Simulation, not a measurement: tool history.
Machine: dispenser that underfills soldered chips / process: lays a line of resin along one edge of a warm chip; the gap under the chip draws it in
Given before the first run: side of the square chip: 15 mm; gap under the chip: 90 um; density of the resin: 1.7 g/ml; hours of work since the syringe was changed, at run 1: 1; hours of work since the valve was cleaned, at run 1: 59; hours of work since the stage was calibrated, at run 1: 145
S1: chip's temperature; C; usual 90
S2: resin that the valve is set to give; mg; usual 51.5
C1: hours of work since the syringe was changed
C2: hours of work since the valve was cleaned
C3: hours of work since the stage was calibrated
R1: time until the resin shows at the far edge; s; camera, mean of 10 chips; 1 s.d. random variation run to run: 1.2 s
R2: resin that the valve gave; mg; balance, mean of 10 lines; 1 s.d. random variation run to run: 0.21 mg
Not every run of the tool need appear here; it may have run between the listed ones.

| run | hour | S1 | S2 | C1 | C2 | C3 | R1 | R2 |
|---|---|---|---|---|---|---|---|---|
| 1 | 0.0 | 90 | 51.5 | 1 | 59 | 145 | 112.5 | 49.30 |
| 2 | 3.0 | 87 | 51.5 | 3 | 61 | 147 | 149.6 | 49.43 |
| 3 | 6.8 | 90 | 51.5 | 6 | 64 | 150 | 159.6 | 48.54 |
|  | 7.9 | new syringe of resin |
| 4 | 11.0 | 90 | 51.5 | 2 | 67 | 153 | 126.2 | 48.65 |
| 5 | 13.5 | 90 | 51.5 | 4 | 69 | 155 | 142.7 | 48.90 |
| 6 | 16.1 | 90 | 51.5 | 6 | 70 | 157 | 162.1 | 49.35 |
|  | 16.8 | new syringe of resin |
| 7 | 19.5 | 90 | 53.0 | 2 | 73 | 159 | 123.1 | 50.27 |
| 8 | 23.2 | 90 | 53.0 | 5 | 75 | 162 | 149.3 | 50.06 |
|  | 25.7 | new syringe of resin |
| 9 | 27.2 | 90 | 53.0 | 1 | 78 | 164 | 120.5 | 49.73 |
| 10 | 31.6 | 90 | 51.5 | 4 | 81 | 168 | 148.2 | 48.22 |
|  | 34.7 | new syringe of resin |
| 11 | 35.6 | 90 | 51.5 | 1 | 84 | 170 | 114.9 | 48.52 |
| 12 | 38.8 | 90 | 51.5 | 3 | 86 | 173 | 130.5 | 48.27 |
| 13 | 41.5 | 90 | 51.5 | 5 | 88 | 175 | 153.7 | 48.30 |
|  | 43.7 | new syringe of resin |
| 14 | 45.6 | 90 | 63.3 | 1 | 91 | 178 | 116.3 | 58.68 |
| 15 | 48.4 | 90 | 63.3 | 3 | 93 | 180 | 131.7 | 58.41 |
| 16 | 50.4 | 90 | 63.3 | 5 | 95 | 181 | 146.5 | 58.36 |
|  | 52.8 | new syringe of resin |
| 17 | 52.8 | 87 | 62.2 | 0 | 96 | 183 | 117.6 | 57.50 |
| 18 | 57.6 | 82 | 48.0 | 4 | 100 | 186 | 188.7 | 44.46 |
|  | 61.8 | new syringe of resin |
| 19 | 62.0 | 104 | 62.8 | 0 | 103 | 189 | 64.7 | 57.62 |
| 20 | 64.0 | 84 | 51.5 | 2 | 104 | 191 | 148.0 | 47.12 |
| 21 | 68.1 | 102 | 45.5 | 5 | 107 | 194 | 100.3 | 41.91 |
|  | 70.9 | new syringe of resin |
| 22 | 72.9 | 97 | 46.3 | 2 | 111 | 197 | 98.0 | 42.47 |
| 23 | 75.0 | 87 | 61.7 | 3 | 112 | 198 | 147.6 | 56.30 |
| 24 | 77.2 | 76 | 52.7 | 5 | 114 | 200 | 257.1 | 47.91 |
|  | 79.7 | new syringe of resin |
| 25 | 80.5 | 102 | 54.6 | 1 | 116 | 202 | 73.9 | 49.67 |
| 26 | 83.4 | 94 | 54.4 | 3 | 118 | 204 | 113.1 | 49.58 |
| 27 | 86.9 | 90 | 46.8 | 5 | 121 | 207 | 158.9 | 42.36 |
|  | 88.7 | new syringe of resin |
| 28 | 90.0 | 89 | 57.8 | 1 | 123 | 209 | 119.9 | 52.32 |
| 29 | 92.4 | 90 | 61.7 | 3 | 124 | 211 | 130.8 | 55.80 |

Each row is a separate what-if for the run after 29, all from the same tool condition, not one after another. Results?
| A | 96.0 | 90 | 45.3 | 5 | 127 | 213 | ? | ? |
| B | 96.0 | 90 | 56.2 | 5 | 127 | 213 | ? | ? |
| C | 96.0 | 83 | 57.9 | 5 | 127 | 213 | ? | ? |
| D | 96.0 | 78 | 53.8 | 5 | 127 | 213 | ? | ? |
| E | 96.0 | 96 | 55.6 | 5 | 127 | 213 | ? | ? |

| run | R1 | R2 |
|---|---|---|
| A | 167.4 | 40.89 |
| B | 158.8 | 50.68 |
| C | 207.0 | 52.12 |
| D | 254.2 | 48.68 |
| E | 125.1 | 50.26 |
With the hidden condition removed and each run's random variation left untouched, the same runs would have given:
| run | R1 | R2 |
|---|---|---|
| A | 116.7 | 45.29 |
| B | 113.2 | 56.13 |
| C | 148.2 | 57.73 |
| D | 181.2 | 53.92 |
| E | 88.9 | 55.66 |
